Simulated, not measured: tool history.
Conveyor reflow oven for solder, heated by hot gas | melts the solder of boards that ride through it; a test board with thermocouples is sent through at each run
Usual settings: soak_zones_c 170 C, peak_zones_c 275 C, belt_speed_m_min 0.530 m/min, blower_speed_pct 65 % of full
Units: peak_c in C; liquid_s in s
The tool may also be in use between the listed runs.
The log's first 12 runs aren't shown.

run,hour,soak_zones_c,peak_zones_c,belt_speed_m_min,blower_speed_pct,peak_c,liquid_s
13,460.9,170,275,0.530,70,257.8,62.8
14,505.2,170,275,0.530,70,257.8,62.4
15,565.0,170,275,0.530,70,257.2,62.4
16,617.6,170,275,0.530,70,256.9,62.2
17,669.1,160,270,0.515,65,250.1,55.3
18,728.0,160,270,0.515,86,254.9,60.3
19,776.4,178,275,0.530,65,256.2,64.1
20,820.4,178,275,0.530,65,256.2,64.2
21,856.0,178,282,0.522,65,262.1,69.1
22,894.3,178,282,0.522,65,261.9,69.0
# hour 920.7: flux residue cleaned out of gas plates and filters
23,945.3,178,282,0.522,65,264.5,71.5
24,1001.8,158,275,0.482,65,257.9,66.4
25,1029.4,173,275,0.530,65,256.6,63.8
26,1076.7,173,275,0.530,66,257.1,63.6
27,1118.8,173,285,0.617,75,262.6,56.9
28,1164.7,162,285,0.476,75,270.1,76.0
29,1200.2,170,275,0.611,65,250.2,48.6
# hour 1258.0: belt drive overhauled, speed set with a stopwatch
30,1260.8,170,288,0.530,65,265.7,66.5
31,1311.1,170,275,0.486,51,252.1,62.3
32,1360.1,170,275,0.486,51,252.5,62.5

Forecast each of these 3 alternatives for the next run:
A,1385.3,173,275,0.610,51,?,?
B,1385.3,170,285,0.421,55,?,?
C,1385.3,170,275,0.486,61,?,?

run,peak_c,liquid_s
A,243.0,41.2
B,268.0,85.8
C,255.6,65.9
Without the tool's hidden state the same runs would have given:
run,peak_c,liquid_s
A,247.4,45.5
B,272.1,88.2
C,260.0,69.3
